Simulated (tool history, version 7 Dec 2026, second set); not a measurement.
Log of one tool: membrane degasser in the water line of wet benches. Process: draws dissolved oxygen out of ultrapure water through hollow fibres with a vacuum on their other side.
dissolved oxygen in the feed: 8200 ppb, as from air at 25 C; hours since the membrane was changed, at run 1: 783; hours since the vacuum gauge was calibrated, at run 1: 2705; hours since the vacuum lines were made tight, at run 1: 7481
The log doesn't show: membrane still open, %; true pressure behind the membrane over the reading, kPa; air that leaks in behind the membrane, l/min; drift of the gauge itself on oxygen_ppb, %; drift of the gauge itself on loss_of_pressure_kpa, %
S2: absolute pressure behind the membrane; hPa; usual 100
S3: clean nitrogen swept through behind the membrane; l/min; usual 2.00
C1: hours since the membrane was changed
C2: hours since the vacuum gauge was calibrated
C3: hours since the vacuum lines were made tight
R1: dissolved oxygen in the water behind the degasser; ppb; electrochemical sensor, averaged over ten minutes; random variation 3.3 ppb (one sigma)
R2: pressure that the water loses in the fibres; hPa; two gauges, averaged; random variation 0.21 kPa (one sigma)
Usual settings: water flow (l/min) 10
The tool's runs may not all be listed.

Run 1, day 0.000: usual settings; C1 783; C2 2705; C3 7481. Result: R1 340.2 ppb, R2 500.8 hPa.
Run 2, day 2.304: usual settings; C1 838; C2 2760; C3 7536. Result: R1 341.3 ppb, R2 499.7 hPa.
Run 3, day 4.596: usual settings; C1 893; C2 2815; C3 7591. Result: R1 332.0 ppb, R2 502.9 hPa.
Run 4, day 6.442: usual settings; C1 937; C2 2859; C3 7635. Result: R1 340.3 ppb, R2 498.9 hPa.
Run 5, day 8.304: usual settings but water flow (l/min) 12; C1 982; C2 2904; C3 7680. Result: R1 499.0 ppb, R2 603.4 hPa.
Run 6, day 9.308: usual settings but S2 72 hPa; C1 1006; C2 2928; C3 7704. Result: R1 305.9 ppb, R2 498.7 hPa.
Run 7, day 10.967: usual settings but S2 72 hPa; C1 1046; C2 2968; C3 7744. Result: R1 307.1 ppb, R2 504.1 hPa.
Run 8, day 12.862: usual settings but S2 72 hPa; C1 1092; C2 3013; C3 7790. Result: R1 303.7 ppb, R2 505.7 hPa.
Run 9, day 15.071: usual settings but S2 158 hPa; C1 1145; C2 3066; C3 7843. Result: R1 412.2 ppb, R2 501.9 hPa.
Run 10, day 16.321: usual settings but S2 158 hPa; C1 1175; C2 3096; C3 7873. Result: R1 407.1 ppb, R2 501.5 hPa.
Run 11, day 17.629: usual settings but S2 158 hPa; C1 1206; C2 3128; C3 7904. Result: R1 411.8 ppb, R2 506.2 hPa.
Run 12, day 19.379: usual settings but S2 158 hPa; C1 1248; C2 3170; C3 7946. Result: R1 418.3 ppb, R2 501.5 hPa.
Run 13, day 20.983: usual settings but S2 158 hPa; C1 1287; C2 3208; C3 7985. Result: R1 413.1 ppb, R2 500.0 hPa.
Run 14, day 23.008: usual settings but S2 158 hPa; C1 1335; C2 3257; C3 8033. Result: R1 406.3 ppb, R2 502.4 hPa.
Run 15, day 24.004: usual settings but S2 158 hPa; C1 1359; C2 3281; C3 8057. Result: R1 414.4 ppb, R2 499.7 hPa.
Run 16, day 25.983: usual settings; C1 1406; C2 3328; C3 8105. Result: R1 347.1 ppb, R2 504.1 hPa.
Run 17, day 27.583: usual settings but S3 5.51 l/min; C1 1445; C2 3367; C3 8143. Result: R1 288.4 ppb, R2 507.1 hPa.
Run 18, day 29.033: usual settings but water flow (l/min) 15, S2 63 hPa, S3 3.19 l/min; C1 1480; C2 3402; C3 8178. Result: R1 686.8 ppb, R2 757.3 hPa.
Run 19, day 31.183: usual settings but water flow (l/min) 9, S2 113 hPa, S3 2.67 l/min; C1 1531; C2 3453; C3 8229. Result: R1 263.4 ppb, R2 452.5 hPa.
At day 31.450: seals of the vacuum lines changed.
Run 20, day 33.329: usual settings but water flow (l/min) 9, S2 113 hPa, S3 2.67 l/min; C1 1581; C2 3503; C3 45. Result: R1 259.2 ppb, R2 456.2 hPa.
Run 21, day 34.479: usual settings but water flow (l/min) 9, S2 113 hPa, S3 2.67 l/min; C1 1608; C2 3530; C3 73. Result: R1 260.9 ppb, R2 452.6 hPa.
Run 22, day 36.838: usual settings but water flow (l/min) 7, S2 64 hPa, S3 1.42 l/min; C1 1665; C2 3587; C3 129. Result: R1 127.3 ppb, R2 355.1 hPa.
Run 23, day 39.188: usual settings but water flow (l/min) 7, S2 64 hPa, S3 1.42 l/min; C1 1721; C2 3643; C3 186. Result: R1 130.5 ppb, R2 357.8 hPa.
Run 24, day 40.625: usual settings but water flow (l/min) 12, S2 130 hPa, S3 1.19 l/min; C1 1756; C2 3678; C3 220. Result: R1 622.1 ppb, R2 608.8 hPa.
Run 25, day 41.700: usual settings but S3 0.93 l/min; C1 1782; C2 3703; C3 246. Result: R1 426.3 ppb, R2 507.2 hPa.
Run 26, day 43.892: usual settings but water flow (l/min) 9, S3 0.93 l/min; C1 1834; C2 3756; C3 299. Result: R1 345.1 ppb, R2 455.0 hPa.
Run 27, day 46.221: usual settings but water flow (l/min) 6, S3 0.93 l/min; C1 1890; C2 3812; C3 355. Result: R1 157.5 ppb, R2 305.0 hPa.
Run 28, day 48.517: usual settings but water flow (l/min) 6, S3 0.93 l/min; C1 1945; C2 3867; C3 410. Result: R1 157.4 ppb, R2 305.5 hPa.
Run 29, day 49.708: usual settings but water flow (l/min) 15, S2 209 hPa, S3 2.36 l/min; C1 1974; C2 3896; C3 438. Result: R1 887.7 ppb, R2 760.0 hPa.
Run 30, day 51.929: usual settings but water flow (l/min) 9, S2 209 hPa, S3 2.36 l/min; C1 2027; C2 3949; C3 491. Result: R1 353.1 ppb, R2 455.2 hPa.
Run 31, day 53.033: usual settings but water flow (l/min) 8, S2 209 hPa, S3 2.36 l/min; C1 2054; C2 3976; C3 518. Result: R1 280.6 ppb, R2 405.2 hPa.
Run 32, day 54.296: usual settings but water flow (l/min) 9, S2 151 hPa, S3 2.80 l/min; C1 2084; C2 4006; C3 548. Result: R1 286.0 ppb, R2 452.5 hPa.

4 ways to go on from here, each from the tool as it stands after run 32. What would each give?
Run A, day 56.175: usual settings but S3 1.70 l/min; C1 2129; C2 4051; C3 593. Result: R1 ?, R2 ?.
Run B, day 56.175: usual settings but water flow (l/min) 13, S2 116 hPa, S3 2.80 l/min; C1 2129; C2 4051; C3 593. Result: R1 ?, R2 ?.
Run C, day 56.175: usual settings but water flow (l/min) 9, S2 86 hPa, S3 0.96 l/min; C1 2129; C2 4051; C3 593. Result: R1 ?, R2 ?.
Run D, day 56.175: usual settings but water flow (l/min) 15, S2 224 hPa, S3 2.80 l/min; C1 2129; C2 4051; C3 593. Result: R1 ?, R2 ?.

run     R1     R2
  A  357.4  504.6
  B  582.1  661.2
  C  318.8  452.7
  D  858.7  764.2
Without the tool's hidden state the same runs would have given:
run     R1     R2
  A  340.0  496.9
  B  558.4  651.1
  C  301.7  445.8
  D  831.5  752.7

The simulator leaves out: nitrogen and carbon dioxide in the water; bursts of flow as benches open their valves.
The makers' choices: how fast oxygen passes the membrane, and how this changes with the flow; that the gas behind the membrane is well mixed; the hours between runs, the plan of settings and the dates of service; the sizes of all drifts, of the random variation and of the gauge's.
